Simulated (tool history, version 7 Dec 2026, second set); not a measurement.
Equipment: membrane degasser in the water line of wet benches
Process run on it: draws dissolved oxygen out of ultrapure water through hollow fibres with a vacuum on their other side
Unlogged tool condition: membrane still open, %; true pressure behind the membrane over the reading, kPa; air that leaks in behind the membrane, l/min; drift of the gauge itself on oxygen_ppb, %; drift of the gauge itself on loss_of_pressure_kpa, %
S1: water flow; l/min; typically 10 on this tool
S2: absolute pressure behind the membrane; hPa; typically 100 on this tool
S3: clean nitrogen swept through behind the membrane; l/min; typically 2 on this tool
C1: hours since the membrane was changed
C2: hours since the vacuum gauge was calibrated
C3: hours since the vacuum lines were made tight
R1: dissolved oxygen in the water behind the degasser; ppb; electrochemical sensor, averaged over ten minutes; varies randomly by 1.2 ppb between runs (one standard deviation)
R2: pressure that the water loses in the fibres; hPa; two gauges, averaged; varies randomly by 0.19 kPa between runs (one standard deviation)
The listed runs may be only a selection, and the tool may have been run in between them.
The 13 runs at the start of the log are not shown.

run    hour  S1   S2    S3    C1    C2    C3     R1     R2
 14  1003.5  10  226     2  3587   772  7070  260.6  378.6
 15  1101.5  10  226     2  3685   870  7168  264.7  379.2
 16  1152.7  10  226     2  3737   922  7219  259.2  376.9
 17  1234.6  13  126  1.61  3819  1003  7301  254.5  488.1
 18  1324.1  13  126  1.61  3908  1093  7391  252.4  489.1
 19  1398.7  15  105  2.83  3983  1168  7465    222  569.3
 20  1487.2  15  105  2.83  4071  1256  7554  222.8    565
 21    1544   6  100     2  4128  1313  7611   52.4  229.1
 22    1652  10  100     2  4236  1421  7719  113.5    379
 23  1762.9   6   95  1.26  4347  1532  7829   76.5  225.7

Run 24 is up next; what results do you expect?
 24  1825.1  10  103  1.26  4409  1594  7892   ?   ?

R1: 165.8 ppb
R2: 377.1 hPa
With no hidden state in the tool, this same run would have given R1 165.7 ppb, R2 376.9 hPa.

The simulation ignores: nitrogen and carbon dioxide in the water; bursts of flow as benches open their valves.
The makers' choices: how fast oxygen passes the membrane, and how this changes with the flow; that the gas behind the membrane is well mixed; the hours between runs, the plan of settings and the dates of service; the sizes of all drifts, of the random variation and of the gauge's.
